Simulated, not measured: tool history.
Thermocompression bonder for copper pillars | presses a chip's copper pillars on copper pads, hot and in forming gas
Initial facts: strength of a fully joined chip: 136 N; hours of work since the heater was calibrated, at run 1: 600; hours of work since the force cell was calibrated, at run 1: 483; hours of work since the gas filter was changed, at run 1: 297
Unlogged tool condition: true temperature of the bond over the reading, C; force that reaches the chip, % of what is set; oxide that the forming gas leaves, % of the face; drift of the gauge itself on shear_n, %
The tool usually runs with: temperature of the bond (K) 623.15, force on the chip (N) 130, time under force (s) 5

| run | hour | temperature of the bond (K) | force on the chip (N) | time under force (s) | hours of work since the heater was calibrated | hours of work since the force cell was calibrated | hours of work since the gas filter was changed | force that shears a chip off (N) |
|---|---|---|---|---|---|---|---|---|
| 1 | 0 | 623.15 | 130 | 5 | 600 | 483 | 297 | 62.9 |
| 2 | 17.5 | 648.15 | 130 | 5 | 613 | 495 | 310 | 74.2 |
| 3 | 35 | 623.15 | 130 | 3 | 626 | 508 | 323 | 52.1 |
| 4 | 43.4 | 623.15 | 130 | 3 | 632 | 514 | 329 | 52.3 |
| 5 | 53.5 | 623.15 | 130 | 6 | 639 | 521 | 336 | 66.7 |
|  | 57.9 | forming gas filter changed |
| 6 | 73.2 | 623.15 | 130 | 6 | 653 | 535 | 11 | 72.5 |
| 7 | 90.7 | 623.15 | 130 | 5 | 665 | 548 | 24 | 67.9 |
| 8 | 98.8 | 623.15 | 130 | 5 | 671 | 554 | 30 | 67.6 |
| 9 | 118.8 | 623.15 | 130 | 5 | 686 | 568 | 44 | 67.3 |
| 10 | 131.2 | 623.15 | 130 | 5 | 695 | 577 | 53 | 67 |
| 11 | 143.4 | 623.15 | 130 | 5 | 704 | 586 | 62 | 66.3 |
| 12 | 155 | 623.15 | 174 | 5 | 712 | 594 | 70 | 85.7 |
| 13 | 172.9 | 623.15 | 130 | 5 | 725 | 607 | 83 | 66.8 |
| 14 | 192.4 | 623.15 | 168 | 5 | 739 | 622 | 97 | 83.9 |
| 15 | 208.5 | 623.15 | 168 | 5 | 751 | 633 | 109 | 82.7 |
| 16 | 220.2 | 623.15 | 168 | 5 | 759 | 642 | 117 | 83.9 |
| 17 | 239.4 | 616.15 | 130 | 5 | 773 | 656 | 131 | 62.5 |
| 18 | 252.7 | 616.15 | 130 | 3 | 783 | 665 | 141 | 50.9 |
| 19 | 272.4 | 616.15 | 121 | 3 | 797 | 679 | 155 | 46.8 |
| 20 | 287.4 | 623.15 | 130 | 5 | 808 | 690 | 166 | 64.1 |
| 21 | 307.6 | 643.15 | 93 | 5 | 822 | 705 | 181 | 52.1 |
| 22 | 327.8 | 598.15 | 103 | 5 | 837 | 720 | 195 | 40.3 |
| 23 | 346.1 | 598.15 | 103 | 5 | 850 | 733 | 209 | 40.7 |
| 24 | 360.8 | 598.15 | 105 | 5 | 861 | 743 | 219 | 40.6 |
| 25 | 370.1 | 598.15 | 105 | 5 | 868 | 750 | 226 | 40.3 |
| 26 | 385.6 | 636.15 | 99 | 11 | 879 | 761 | 237 | 70.4 |
| 27 | 394.3 | 636.15 | 97 | 3 | 885 | 768 | 243 | 42.5 |
| 28 | 409.9 | 638.15 | 185 | 5 | 896 | 779 | 255 | 92.6 |
| 29 | 428.7 | 627.15 | 150 | 12 | 910 | 793 | 268 | 92.7 |
| 30 | 446.7 | 614.15 | 186 | 12 | 923 | 806 | 281 | 99 |
| 31 | 465 | 614.15 | 186 | 12 | 936 | 819 | 295 | 100.4 |
| 32 | 473.4 | 634.15 | 130 | 5 | 942 | 825 | 301 | 66.3 |
| 33 | 485.4 | 628.15 | 161 | 3 | 951 | 834 | 309 | 66.8 |
| 34 | 503.3 | 623.15 | 130 | 14 | 964 | 847 | 322 | 85.5 |
| 35 | 516.9 | 623.15 | 130 | 14 | 974 | 856 | 332 | 85.1 |
|  | 526.6 | forming gas filter changed |
| 36 | 532.4 | 615.15 | 98 | 4 | 985 | 867 | 4 | 41.9 |
| 37 | 552.7 | 644.15 | 142 | 4 | 999 | 882 | 19 | 77 |
| 38 | 561.8 | 632.15 | 134 | 4 | 1006 | 889 | 26 | 68 |
| 39 | 578.8 | 652.15 | 130 | 5 | 1018 | 901 | 38 | 80.4 |

Describe how what the log doesn't record of the tool's condition differs between the last listed run preceding each entry between runs and the first listed run following it.
Logged between run 5 and run 6: forming gas filter changed (hour 57.9)
  force that reaches the chip, % of what is set: 97.1 -> 97; oxide that the forming gas leaves, % of the face: 8.85 -> 0.85
  what was measured, less what the result would be without the hidden state, force that shears a chip off (N): -9 -> -3.2
Logged between run 35 and run 36: forming gas filter changed (hour 526.6)
  true temperature of the bond over the reading, C: -2.5 -> -2.6; oxide that the forming gas leaves, % of the face: 8.44 -> 0.78
  what was measured, less what the result would be without the hidden state, force that shears a chip off (N): -11.8 -> -3.5
